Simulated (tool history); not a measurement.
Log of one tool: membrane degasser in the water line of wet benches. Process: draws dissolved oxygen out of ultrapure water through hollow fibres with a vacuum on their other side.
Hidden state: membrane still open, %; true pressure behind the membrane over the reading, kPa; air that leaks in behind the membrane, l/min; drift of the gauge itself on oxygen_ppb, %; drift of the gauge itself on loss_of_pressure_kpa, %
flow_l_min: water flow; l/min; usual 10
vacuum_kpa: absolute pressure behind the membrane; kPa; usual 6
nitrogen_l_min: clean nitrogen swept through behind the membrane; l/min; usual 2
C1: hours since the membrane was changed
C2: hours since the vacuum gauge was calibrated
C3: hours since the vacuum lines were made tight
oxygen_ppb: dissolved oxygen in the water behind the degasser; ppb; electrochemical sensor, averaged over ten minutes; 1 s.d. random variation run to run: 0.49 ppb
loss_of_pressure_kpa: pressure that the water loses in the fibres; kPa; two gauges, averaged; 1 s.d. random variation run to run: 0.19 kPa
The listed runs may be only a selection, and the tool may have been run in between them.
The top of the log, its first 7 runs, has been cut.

Run 8, hour 463.4: usual settings but vacuum_kpa 4.1 kPa; C1 1902; C2 1046; C3 9867. Result: oxygen_ppb 17 ppb, loss_of_pressure_kpa 39.31 kPa.
Run 9, hour 545: usual settings but vacuum_kpa 4.1 kPa; C1 1984; C2 1127; C3 9949. Result: oxygen_ppb 18 ppb, loss_of_pressure_kpa 39.35 kPa.
Run 10, hour 585: usual settings but vacuum_kpa 4.1 kPa; C1 2024; C2 1167; C3 9989. Result: oxygen_ppb 17.3 ppb, loss_of_pressure_kpa 39.08 kPa.
Run 11, hour 661.8: usual settings but nitrogen_l_min 5.34 l/min; C1 2101; C2 1244; C3 10066. Result: oxygen_ppb 18.7 ppb, loss_of_pressure_kpa 39.09 kPa.
Run 12, hour 734.7: usual settings; C1 2174; C2 1317; C3 10139. Result: oxygen_ppb 42.4 ppb, loss_of_pressure_kpa 39.51 kPa.
Run 13, hour 783.9: usual settings; C1 2223; C2 1366; C3 10188. Result: oxygen_ppb 42.2 ppb, loss_of_pressure_kpa 39.16 kPa.
Run 14, hour 857.7: usual settings; C1 2297; C2 1440; C3 10262. Result: oxygen_ppb 42.8 ppb, loss_of_pressure_kpa 38.93 kPa.
Run 15, hour 911: usual settings; C1 2350; C2 1493; C3 10315. Result: oxygen_ppb 42.3 ppb, loss_of_pressure_kpa 38.93 kPa.
Run 16, hour 956: usual settings but nitrogen_l_min 4.77 l/min; C1 2395; C2 1538; C3 10360. Result: oxygen_ppb 21.2 ppb, loss_of_pressure_kpa 39.23 kPa.
Run 17, hour 1023.2: usual settings but flow_l_min 6 l/min; C1 2462; C2 1606; C3 10427. Result: oxygen_ppb 24.7 ppb, loss_of_pressure_kpa 23.46 kPa.
Run 18, hour 1086: usual settings but flow_l_min 7 l/min, vacuum_kpa 6.68 kPa, nitrogen_l_min 4.73 l/min; C1 2525; C2 1668; C3 10490. Result: oxygen_ppb 16.8 ppb, loss_of_pressure_kpa 27.44 kPa.
Run 19, hour 1167.7: usual settings but flow_l_min 7 l/min, vacuum_kpa 6.68 kPa, nitrogen_l_min 4.73 l/min; C1 2607; C2 1750; C3 10572. Result: oxygen_ppb 16.7 ppb, loss_of_pressure_kpa 27.54 kPa.
Run 20, hour 1220.4: usual settings but flow_l_min 7 l/min, vacuum_kpa 6.68 kPa, nitrogen_l_min 4.73 l/min; C1 2659; C2 1803; C3 10624. Result: oxygen_ppb 16.3 ppb, loss_of_pressure_kpa 27.46 kPa.
Run 21, hour 1263.7: usual settings but flow_l_min 14 l/min, vacuum_kpa 6.68 kPa, nitrogen_l_min 4.73 l/min; C1 2703; C2 1846; C3 10668. Result: oxygen_ppb 40.8 ppb, loss_of_pressure_kpa 55.11 kPa.
Run 22, hour 1334: usual settings but flow_l_min 15 l/min, vacuum_kpa 9.09 kPa, nitrogen_l_min 2.7 l/min; C1 2773; C2 1916; C3 10738. Result: oxygen_ppb 98.3 ppb, loss_of_pressure_kpa 58.89 kPa.
Run 23, hour 1388.6: usual settings but flow_l_min 15 l/min, vacuum_kpa 9.09 kPa, nitrogen_l_min 2.7 l/min; C1 2828; C2 1971; C3 10793. Result: oxygen_ppb 98.6 ppb, loss_of_pressure_kpa 59.28 kPa.
Run 24, hour 1446.8: usual settings but flow_l_min 13 l/min, vacuum_kpa 8.15 kPa, nitrogen_l_min 2.7 l/min; C1 2886; C2 2029; C3 10851. Result: oxygen_ppb 73.5 ppb, loss_of_pressure_kpa 51.08 kPa.
Run 25, hour 1541.4: usual settings but flow_l_min 13 l/min, vacuum_kpa 8.15 kPa, nitrogen_l_min 2.7 l/min; C1 2980; C2 2124; C3 10945. Result: oxygen_ppb 73.5 ppb, loss_of_pressure_kpa 51.58 kPa.
Run 26, hour 1586.2: usual settings but flow_l_min 13 l/min, vacuum_kpa 8.15 kPa, nitrogen_l_min 2.7 l/min; C1 3025; C2 2169; C3 10990. Result: oxygen_ppb 72.3 ppb, loss_of_pressure_kpa 50.93 kPa.
Run 27, hour 1649.6: usual settings but flow_l_min 11 l/min, nitrogen_l_min 3.84 l/min; C1 3089; C2 2232; C3 11054. Result: oxygen_ppb 29.2 ppb, loss_of_pressure_kpa 43.23 kPa.
Run 28, hour 1733.5: usual settings but flow_l_min 11 l/min, vacuum_kpa 9.04 kPa, nitrogen_l_min 1.39 l/min; C1 3173; C2 2316; C3 11137. Result: oxygen_ppb 127.2 ppb, loss_of_pressure_kpa 43 kPa.
Run 29, hour 1787: usual settings but flow_l_min 11 l/min, vacuum_kpa 9.04 kPa, nitrogen_l_min 1.39 l/min; C1 3226; C2 2369; C3 11191. Result: oxygen_ppb 124.8 ppb, loss_of_pressure_kpa 43.21 kPa.
Run 30, hour 1873.2: usual settings but flow_l_min 11 l/min, vacuum_kpa 5.86 kPa, nitrogen_l_min 1.39 l/min; C1 3312; C2 2456; C3 11277. Result: oxygen_ppb 64 ppb, loss_of_pressure_kpa 43.78 kPa.
Run 31, hour 1954.2: usual settings but nitrogen_l_min 3.1 l/min; C1 3393; C2 2537; C3 11358. Result: oxygen_ppb 31 ppb, loss_of_pressure_kpa 39.37 kPa.
Run 32, hour 2021.7: usual settings but nitrogen_l_min 3.1 l/min; C1 3461; C2 2604; C3 11426. Result: oxygen_ppb 29.5 ppb, loss_of_pressure_kpa 39.42 kPa.

Here are 4 independent what-if runs from the current tool condition. What would each one return?
Run A, hour 2060.5: usual settings but nitrogen_l_min 1.2 l/min; C1 3500; C2 2643; C3 11465. Result: oxygen_ppb ?, loss_of_pressure_kpa ?.
Run B, hour 2060.5: usual settings but nitrogen_l_min 2.76 l/min; C1 3500; C2 2643; C3 11465. Result: oxygen_ppb ?, loss_of_pressure_kpa ?.
Run C, hour 2060.5: usual settings but flow_l_min 6 l/min, vacuum_kpa 12.03 kPa, nitrogen_l_min 0.94 l/min; C1 3500; C2 2643; C3 11465. Result: oxygen_ppb ?, loss_of_pressure_kpa ?.
Run D, hour 2060.5: usual settings but flow_l_min 14 l/min, nitrogen_l_min 2.62 l/min; C1 3500; C2 2643; C3 11465. Result: oxygen_ppb ?, loss_of_pressure_kpa ?.

run  oxygen_ppb  loss_of_pressure_kpa
  A        66.6                 39.62
  B        32.9                 39.23
  C       153.5                 23.75
  D        53.4                 55.21
The same runs, with their run-to-run variation unchanged, on a tool lacking any hidden condition would have given:
run  oxygen_ppb  loss_of_pressure_kpa
  A        59.7                 39.18
  B        29.3                 38.79
  C       136.5                 23.48
  D        48.6                 54.58

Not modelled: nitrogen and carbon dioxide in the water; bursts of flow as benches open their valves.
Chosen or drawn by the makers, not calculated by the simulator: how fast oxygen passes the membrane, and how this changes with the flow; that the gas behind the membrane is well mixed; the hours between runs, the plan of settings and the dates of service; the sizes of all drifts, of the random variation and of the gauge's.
